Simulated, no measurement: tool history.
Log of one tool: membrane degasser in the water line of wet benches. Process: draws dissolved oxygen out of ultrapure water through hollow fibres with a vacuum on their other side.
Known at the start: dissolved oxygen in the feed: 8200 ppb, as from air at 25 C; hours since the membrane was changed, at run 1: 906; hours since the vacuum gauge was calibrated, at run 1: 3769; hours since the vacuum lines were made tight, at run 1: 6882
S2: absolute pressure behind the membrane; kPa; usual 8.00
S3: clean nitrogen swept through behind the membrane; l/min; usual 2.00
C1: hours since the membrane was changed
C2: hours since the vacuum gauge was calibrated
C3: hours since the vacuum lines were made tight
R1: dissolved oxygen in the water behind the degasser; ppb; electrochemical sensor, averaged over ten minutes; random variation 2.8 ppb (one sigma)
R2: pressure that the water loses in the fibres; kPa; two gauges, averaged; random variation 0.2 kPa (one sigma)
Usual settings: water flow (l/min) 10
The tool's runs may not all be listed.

{"run": 1, "day": 0.0, "water flow (l/min)": 10, "S2": 8.0, "S3": 2.0, "C1": 906, "C2": 3769, "C3": 6882, "R1": 282.2, "R2": 52.75}
{"run": 2, "day": 6.429, "water flow (l/min)": 10, "S2": 8.0, "S3": 2.0, "C1": 1060, "C2": 3924, "C3": 7036, "R1": 277.5, "R2": 52.61}
{"run": 3, "day": 9.958, "water flow (l/min)": 10, "S2": 19.22, "S3": 2.0, "C1": 1145, "C2": 4008, "C3": 7121, "R1": 411.0, "R2": 52.85}
{"run": 4, "day": 14.888, "water flow (l/min)": 10, "S2": 8.0, "S3": 2.0, "C1": 1263, "C2": 4127, "C3": 7239, "R1": 278.7, "R2": 52.41}
{"run": 5, "day": 19.158, "water flow (l/min)": 10, "S2": 8.0, "S3": 3.23, "C1": 1365, "C2": 4229, "C3": 7342, "R1": 260.9, "R2": 52.81}
{"run": 6, "day": 24.575, "water flow (l/min)": 10, "S2": 8.0, "S3": 3.23, "C1": 1495, "C2": 4359, "C3": 7472, "R1": 263.0, "R2": 52.49}
{"run": 7, "day": 30.162, "water flow (l/min)": 10, "S2": 8.0, "S3": 3.23, "C1": 1629, "C2": 4493, "C3": 7606, "R1": 262.1, "R2": 52.74}
{"day": 30.829, "done": "vacuum gauge calibrated"}
{"run": 8, "day": 33.258, "water flow (l/min)": 10, "S2": 8.0, "S3": 3.23, "C1": 1703, "C2": 58, "C3": 7680, "R1": 265.4, "R2": 52.65}
{"run": 9, "day": 36.671, "water flow (l/min)": 8, "S2": 6.56, "S3": 0.81, "C1": 1785, "C2": 140, "C3": 7762, "R1": 191.2, "R2": 42.17}
{"run": 10, "day": 39.467, "water flow (l/min)": 12, "S2": 18.53, "S3": 0.81, "C1": 1852, "C2": 207, "C3": 7829, "R1": 840.9, "R2": 63.29}
{"run": 11, "day": 43.396, "water flow (l/min)": 10, "S2": 9.63, "S3": 2.0, "C1": 1947, "C2": 302, "C3": 7923, "R1": 305.8, "R2": 52.5}
{"run": 12, "day": 47.388, "water flow (l/min)": 10, "S2": 9.63, "S3": 2.0, "C1": 2042, "C2": 397, "C3": 8019, "R1": 304.4, "R2": 52.6}
{"run": 13, "day": 52.275, "water flow (l/min)": 10, "S2": 9.63, "S3": 2.0, "C1": 2160, "C2": 515, "C3": 8136, "R1": 306.9, "R2": 52.69}
{"run": 14, "day": 57.6, "water flow (l/min)": 15, "S2": 8.26, "S3": 2.81, "C1": 2287, "C2": 642, "C3": 8264, "R1": 707.1, "R2": 79.71}
{"run": 15, "day": 60.388, "water flow (l/min)": 15, "S2": 8.26, "S3": 2.81, "C1": 2354, "C2": 709, "C3": 8331, "R1": 702.3, "R2": 79.07}

5 ways to go on from here, each from the tool as it stands after run 15. What would each give?
{"run": "A", "day": 64.283, "water flow (l/min)": 10, "S2": 5.57, "S3": 2.78, "C1": 2448, "C2": 803, "C3": 8424, "R1": "?", "R2": "?"}
{"run": "B", "day": 64.283, "water flow (l/min)": 13, "S2": 8.0, "S3": 2.0, "C1": 2448, "C2": 803, "C3": 8424, "R1": "?", "R2": "?"}
{"run": "C", "day": 64.283, "water flow (l/min)": 10, "S2": 9.32, "S3": 2.0, "C1": 2448, "C2": 803, "C3": 8424, "R1": "?", "R2": "?"}
{"run": "D", "day": 64.283, "water flow (l/min)": 7, "S2": 19.27, "S3": 1.73, "C1": 2448, "C2": 803, "C3": 8424, "R1": "?", "R2": "?"}
{"run": "E", "day": 64.283, "water flow (l/min)": 14, "S2": 8.0, "S3": 2.0, "C1": 2448, "C2": 803, "C3": 8424, "R1": "?", "R2": "?"}

run=A R1=255.9 R2=52.70
run=B R1=538.0 R2=68.76
run=C R1=311.1 R2=52.75
run=D R1=227.9 R2=36.85
run=E R1=635.0 R2=73.53
Without the tool's hidden state the same runs would have given:
run=A R1=243.8 R2=52.16
run=B R1=518.1 R2=68.05
run=C R1=296.4 R2=52.20
run=D R1=215.1 R2=36.47
run=E R1=613.2 R2=72.77
